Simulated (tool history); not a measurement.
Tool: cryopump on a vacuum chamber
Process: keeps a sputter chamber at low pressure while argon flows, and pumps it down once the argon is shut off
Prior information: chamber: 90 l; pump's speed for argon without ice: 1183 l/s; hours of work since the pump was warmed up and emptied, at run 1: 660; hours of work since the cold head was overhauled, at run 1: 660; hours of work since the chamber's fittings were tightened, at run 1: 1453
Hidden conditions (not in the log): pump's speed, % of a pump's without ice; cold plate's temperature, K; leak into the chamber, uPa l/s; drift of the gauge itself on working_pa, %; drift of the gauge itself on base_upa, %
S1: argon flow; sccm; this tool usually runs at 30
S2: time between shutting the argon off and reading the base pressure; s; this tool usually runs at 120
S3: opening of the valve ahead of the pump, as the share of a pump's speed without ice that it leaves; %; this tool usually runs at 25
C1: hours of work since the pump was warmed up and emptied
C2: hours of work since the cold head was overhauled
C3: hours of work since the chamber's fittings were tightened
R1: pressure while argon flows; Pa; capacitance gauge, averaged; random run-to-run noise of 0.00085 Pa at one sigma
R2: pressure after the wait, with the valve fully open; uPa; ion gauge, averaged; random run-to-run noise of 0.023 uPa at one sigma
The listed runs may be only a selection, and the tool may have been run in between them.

Run 1, day 0: usual settings; C1 660; C2 660; C3 1453. Result: R1 0.1783 Pa, R2 2.53 uPa.
Run 2, day 2.367: usual settings but S3 31 %; C1 683; C2 683; C3 1476. Result: R1 0.1439 Pa, R2 2.53 uPa.
At day 3.508: pump warmed up, emptied and cooled again.
Run 3, day 4.038: usual settings but S3 31 %; C1 5; C2 697; C3 1490. Result: R1 0.1389 Pa, R2 2.25 uPa.
Run 4, day 6.108: usual settings but S1 24 sccm; C1 25; C2 717; C3 1510. Result: R1 0.1378 Pa, R2 2.35 uPa.
Run 5, day 7.358: usual settings; C1 37; C2 729; C3 1522. Result: R1 0.1721 Pa, R2 2.27 uPa.
Run 6, day 10.071: usual settings; C1 63; C2 755; C3 1548. Result: R1 0.1722 Pa, R2 2.36 uPa.
Run 7, day 12.225: usual settings but S1 26 sccm; C1 84; C2 776; C3 1569. Result: R1 0.1494 Pa, R2 2.44 uPa.
Run 8, day 13.388: usual settings but S3 31 %; C1 95; C2 787; C3 1580. Result: R1 0.1389 Pa, R2 2.38 uPa.
Run 9, day 14.679: usual settings but S3 41 %; C1 108; C2 800; C3 1593. Result: R1 0.1061 Pa, R2 2.47 uPa.
Run 10, day 17.279: usual settings but S3 15 %; C1 133; C2 825; C3 1618. Result: R1 0.2881 Pa, R2 2.51 uPa.
Run 11, day 18.458: usual settings but S3 15 %; C1 144; C2 836; C3 1629. Result: R1 0.2874 Pa, R2 2.55 uPa.
Run 12, day 19.775: usual settings but S3 15 %; C1 157; C2 849; C3 1642. Result: R1 0.2868 Pa, R2 2.48 uPa.
Run 13, day 22.25: usual settings but S1 48 sccm, S2 299 s, S3 28 %; C1 180; C2 873; C3 1665. Result: R1 0.2492 Pa, R2 2.19 uPa.
Run 14, day 23.775: usual settings but S3 16 %; C1 195; C2 887; C3 1680. Result: R1 0.2725 Pa, R2 2.53 uPa.
Run 15, day 25.338: usual settings but S3 16 %; C1 210; C2 902; C3 1695. Result: R1 0.2698 Pa, R2 2.61 uPa.
Run 16, day 27.012: usual settings but S3 16 %; C1 226; C2 918; C3 1711. Result: R1 0.2709 Pa, R2 2.58 uPa.
Run 17, day 28.267: usual settings but S2 166 s, S3 41 %; C1 238; C2 930; C3 1723. Result: R1 0.1076 Pa, R2 2.4 uPa.
Run 18, day 29.975: usual settings but S2 166 s, S3 41 %; C1 255; C2 947; C3 1740. Result: R1 0.1082 Pa, R2 2.43 uPa.
Run 19, day 31.767: usual settings but S2 248 s, S3 36 %; C1 272; C2 964; C3 1757. Result: R1 0.1211 Pa, R2 2.43 uPa.
Run 20, day 33.029: usual settings but S1 48 sccm, S2 248 s, S3 36 %; C1 284; C2 976; C3 1769. Result: R1 0.1957 Pa, R2 2.37 uPa.
Run 21, day 35.304: usual settings but S1 48 sccm, S2 248 s, S3 36 %; C1 306; C2 998; C3 1791. Result: R1 0.1968 Pa, R2 2.5 uPa.
Run 22, day 37: usual settings but S1 26 sccm, S2 26 s, S3 23 %; C1 322; C2 1015; C3 1807. Result: R1 0.1653 Pa, R2 4.72 uPa.
Run 23, day 39.458: usual settings but S1 20 sccm, S2 112 s, S3 31 %; C1 346; C2 1038; C3 1831. Result: R1 0.0949 Pa, R2 2.78 uPa.
Run 24, day 40.854: usual settings but S1 20 sccm, S2 112 s, S3 31 %; C1 360; C2 1052; C3 1845. Result: R1 0.0941 Pa, R2 2.84 uPa.

Predict each of these 4 candidate next runs independently; none follows another, all start after run 24:
Run A, day 43.512: usual settings but S1 15 sccm, S2 24 s, S3 18 %; C1 385; C2 1077; C3 1870. Result: R1 ?, R2 ?.
Run B, day 43.512: usual settings but S1 46 sccm, S2 112 s, S3 31 %; C1 385; C2 1077; C3 1870. Result: R1 ?, R2 ?.
Run C, day 43.512: usual settings but S1 44 sccm, S2 78 s, S3 40 %; C1 385; C2 1077; C3 1870. Result: R1 ?, R2 ?.
Run D, day 43.512: usual settings but S1 20 sccm, S2 25 s, S3 44 %; C1 385; C2 1077; C3 1870. Result: R1 ?, R2 ?.

run      R1    R2
  A   0.121  4.92
  B  0.2201  2.86
  C   0.164  3.13
  D  0.0691  4.93
With no hidden state in the tool, these same runs would have given:
run      R1    R2
  A  0.1186  2.92
  B  0.2127  0.84
  C  0.1568   1.1
  D  0.0659   2.9

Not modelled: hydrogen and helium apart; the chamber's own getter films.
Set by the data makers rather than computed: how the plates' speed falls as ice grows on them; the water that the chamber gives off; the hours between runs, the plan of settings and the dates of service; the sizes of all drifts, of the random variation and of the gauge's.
